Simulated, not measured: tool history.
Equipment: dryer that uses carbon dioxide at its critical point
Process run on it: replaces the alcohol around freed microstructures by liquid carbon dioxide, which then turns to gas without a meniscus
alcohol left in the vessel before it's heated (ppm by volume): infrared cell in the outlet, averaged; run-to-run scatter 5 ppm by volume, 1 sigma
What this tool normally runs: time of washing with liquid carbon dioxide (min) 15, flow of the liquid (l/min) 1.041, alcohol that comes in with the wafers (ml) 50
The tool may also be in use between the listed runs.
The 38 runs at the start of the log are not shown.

run,hour,time of washing with liquid carbon dioxide (min),flow of the liquid (l/min),alcohol that comes in with the wafers (ml),alcohol left in the vessel before it's heated (ppm by volume)
39,346.0,21,1.170,62,231
40,355.5,15,0.680,31,341
41,362.8,18,0.680,31,288
42,369.4,12,1.120,50,295
43,375.1,12,1.130,38,283
# hour 387.0: purifier's bed changed
44,388.8,12,1.130,38,39
45,401.5,9,1.041,108,661
46,413.6,9,1.041,108,683
47,421.5,9,1.041,108,680

Each row is a separate what-if for the run after 47, all from the same tool condition, not one after another. Results?
A,428.0,9,1.170,108,?
B,428.0,9,1.640,117,?
C,428.0,10,0.640,31,?

run,alcohol left in the vessel before it's heated (ppm by volume)
A,419
B,89
C,723
The same runs, with their run-to-run variation unchanged, on a tool lacking any hidden condition would have given:
run,alcohol left in the vessel before it's heated (ppm by volume)
A,316
B,56
C,606

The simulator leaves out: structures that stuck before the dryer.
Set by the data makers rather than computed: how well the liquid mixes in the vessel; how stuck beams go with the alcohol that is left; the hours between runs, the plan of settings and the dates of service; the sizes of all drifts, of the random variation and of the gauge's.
